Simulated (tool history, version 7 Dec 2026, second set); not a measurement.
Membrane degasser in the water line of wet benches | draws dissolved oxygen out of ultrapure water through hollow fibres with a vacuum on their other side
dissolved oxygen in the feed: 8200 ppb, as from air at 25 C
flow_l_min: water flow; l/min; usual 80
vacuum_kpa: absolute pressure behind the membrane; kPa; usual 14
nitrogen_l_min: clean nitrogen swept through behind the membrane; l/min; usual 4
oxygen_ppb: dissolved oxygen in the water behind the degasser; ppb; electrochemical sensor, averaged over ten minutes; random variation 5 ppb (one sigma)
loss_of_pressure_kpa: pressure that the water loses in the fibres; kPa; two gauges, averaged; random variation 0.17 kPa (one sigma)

run    hour  flow_l_min  vacuum_kpa  nitrogen_l_min  oxygen_ppb  loss_of_pressure_kpa
  1       0          80          14               4       524.7                 27.59
  2    90.6          80        11.4               4       422.4                  27.9
  3   175.1          80        11.4               4       427.2                 27.94
  4   213.9          80        11.4               4       418.5                 28.02
  5   292.6          80        11.4               4         422                 27.53
  6   369.2          53        11.4               4       270.7                 18.35
  7   451.8          53        11.4               4       272.1                 18.25
      456.9  -- vacuum gauge calibrated
  8   537.6          53        11.4               4       276.9                 18.45
  9   629.5          53        11.4               4       272.7                 18.41
 10   696.2          73         8.6               4         285                 25.32
 11   789.5          73         8.6               4       280.9                 25.61
 12   831.5          76        13.8            9.18         274                 26.66
 13   872.3          76        13.8            9.18       273.2                  26.6
 14   933.2          80        19.7            2.87       943.6                 28.27
     1004.2  -- vacuum gauge calibrated, once more
 15  1013.2          58        19.7           11.72       227.7                 20.22
 16  1054.4          58        26.5            3.89       762.4                 20.09
 17  1109.5          80        14.3            2.26         822                 27.81

Some steps in oxygen_ppb between neighbouring runs. How much of each would the tool show without its hidden state too (settings, what came in, random variation), and how much is left for the hidden state, with any gauge scatter that isn't in both results?
The hidden state here: membrane still open, %; true pressure behind the membrane over the reading, kPa; air that leaks in behind the membrane, l/min; drift of the gauge itself on oxygen_ppb, %; drift of the gauge itself on loss_of_pressure_kpa, %.
Run 14 -> 15: flow_l_min 80 -> 58, nitrogen_l_min 2.87 -> 11.72, vacuum gauge calibrated, once more. oxygen_ppb -715.9 ppb: hidden state -9, all else -706.9.

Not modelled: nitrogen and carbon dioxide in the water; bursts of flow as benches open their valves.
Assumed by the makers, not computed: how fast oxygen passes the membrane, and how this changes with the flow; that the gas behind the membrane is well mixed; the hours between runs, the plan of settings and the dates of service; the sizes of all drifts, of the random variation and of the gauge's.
